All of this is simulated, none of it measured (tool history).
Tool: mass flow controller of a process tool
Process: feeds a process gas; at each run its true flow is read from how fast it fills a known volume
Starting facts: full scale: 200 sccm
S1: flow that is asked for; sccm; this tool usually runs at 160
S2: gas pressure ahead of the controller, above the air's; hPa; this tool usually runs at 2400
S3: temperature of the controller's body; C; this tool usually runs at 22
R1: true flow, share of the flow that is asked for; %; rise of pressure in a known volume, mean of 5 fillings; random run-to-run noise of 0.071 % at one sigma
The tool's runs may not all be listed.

| run | hour | S1 | S2 | S3 | R1 |
|---|---|---|---|---|---|
| 1 | 0 | 160 | 2400 | 22 | 99.45 |
| 2 | 230.4 | 160 | 2400 | 22 | 99.52 |
| 3 | 694.1 | 160 | 2400 | 30 | 100.2 |
| 4 | 1038.1 | 160 | 2400 | 22 | 99.7 |
| 5 | 1282.6 | 160 | 2400 | 22 | 99.45 |
| 6 | 1754.7 | 160 | 2560 | 22 | 99.65 |
| 7 | 2261 | 160 | 2560 | 22 | 99.63 |
| 8 | 2704.1 | 160 | 2400 | 22 | 99.75 |
| 9 | 2949 | 160 | 2400 | 22 | 99.64 |
| 10 | 3303.7 | 160 | 2400 | 22 | 99.91 |
| 11 | 3539.8 | 160 | 2400 | 22 | 99.77 |
| 12 | 3821.6 | 161 | 2400 | 22 | 99.77 |
| 13 | 4317.4 | 161 | 2400 | 22 | 99.97 |
| 14 | 4567.2 | 161 | 2400 | 22 | 99.88 |
| 15 | 4990.5 | 161 | 2400 | 22 | 100.02 |
|  | 5336.3 | controller exchanged for a calibrated one |
| 16 | 5400.5 | 160 | 2400 | 36 | 100.5 |
| 17 | 5697.7 | 160 | 2400 | 36 | 100.63 |
| 18 | 6088.6 | 160 | 2400 | 36 | 100.62 |
| 19 | 6377.3 | 160 | 2400 | 22 | 99.53 |
| 20 | 6718 | 160 | 2400 | 29 | 100.21 |
| 21 | 7113.5 | 160 | 2400 | 29 | 100.12 |
| 22 | 7584 | 160 | 2400 | 29 | 100.3 |
| 23 | 7844.3 | 27 | 2400 | 22 | 98.27 |
| 24 | 8129.1 | 47 | 1670 | 30 | 99.55 |
| 25 | 8544.7 | 160 | 2580 | 22 | 99.96 |

What does the tool deliver on the next run?
| 26 | 9038.5 | 71 | 2580 | 24 | ? |

{"run 26": {"R1": 99.37}}
If the tool had no hidden condition, the same run with the same run-to-run variation would have returned R1 99.32 %.

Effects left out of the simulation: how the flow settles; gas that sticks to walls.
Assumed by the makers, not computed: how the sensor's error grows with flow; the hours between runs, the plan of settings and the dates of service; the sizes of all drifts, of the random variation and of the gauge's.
